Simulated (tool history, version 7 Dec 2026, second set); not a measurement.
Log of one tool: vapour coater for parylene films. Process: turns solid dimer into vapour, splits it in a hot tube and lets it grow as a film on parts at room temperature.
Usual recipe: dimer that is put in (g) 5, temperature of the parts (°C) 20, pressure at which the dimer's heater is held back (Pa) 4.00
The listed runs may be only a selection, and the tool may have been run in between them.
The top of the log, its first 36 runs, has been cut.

run    hour  dimer that is put in (g)  temperature of the parts (°C)  pressure at which the dimer's heater is held back (Pa)  hours of work since the trap's valve was overhauled  hours of work since the table's thermometer was calibrated  thickness of the film (nm)
 37  2049.3                         3                             19                                                    4.00                                                  265                                                        2112                        1940
 38  2087.1                         2                             15                                                    3.69                                                  295                                                        2141                        1430
 39  2127.5                         2                             20                                                    4.00                                                  326                                                        2173                        1240
 40  2209.9                         5                             31                                                    6.22                                                  390                                                        2237                        2170
 41  2250.8                         7                             30                                                    2.71                                                  422                                                        2269                        3360
     2267.1  -- trap's valve overhauled
 42  2333.8                         7                             30                                                    2.71                                                   52                                                        2331                        3570
 43  2402.6                         4                             20                                                    8.92                                                  106                                                        2384                        2370
 44  2436.8                         5                             13                                                    4.29                                                  132                                                        2411                        3800
 45  2473.0                         7                             20                                                    4.00                                                  161                                                        2439                        4440
 46  2542.7                         7                             20                                                    4.00                                                  215                                                        2493                        4340

Each row is a separate what-if for the run after 46, all from the same tool condition, not one after another. Results?
     2550.5  -- table's thermometer calibrated
  A  2621.9                         5                             16                                                    4.00                                                  276                                                          56                           ?
     2550.5  -- table's thermometer calibrated
  B  2621.9                         7                             20                                                    2.77                                                  276                                                          56                           ?
     2550.5  -- table's thermometer calibrated
  C  2621.9                         8                             15                                                    4.00                                                  276                                                          56                           ?
     2550.5  -- table's thermometer calibrated
  D  2621.9                         6                             15                                                    4.00                                                  276                                                          56                           ?

run  thickness of the film (nm)
  A                        3590
  B                        4590
  C                        5780
  D                        4340
What these runs would have given with no unlogged condition in the tool:
run  thickness of the film (nm)
  A                        3760
  B                        4810
  C                        6050
  D                        4550
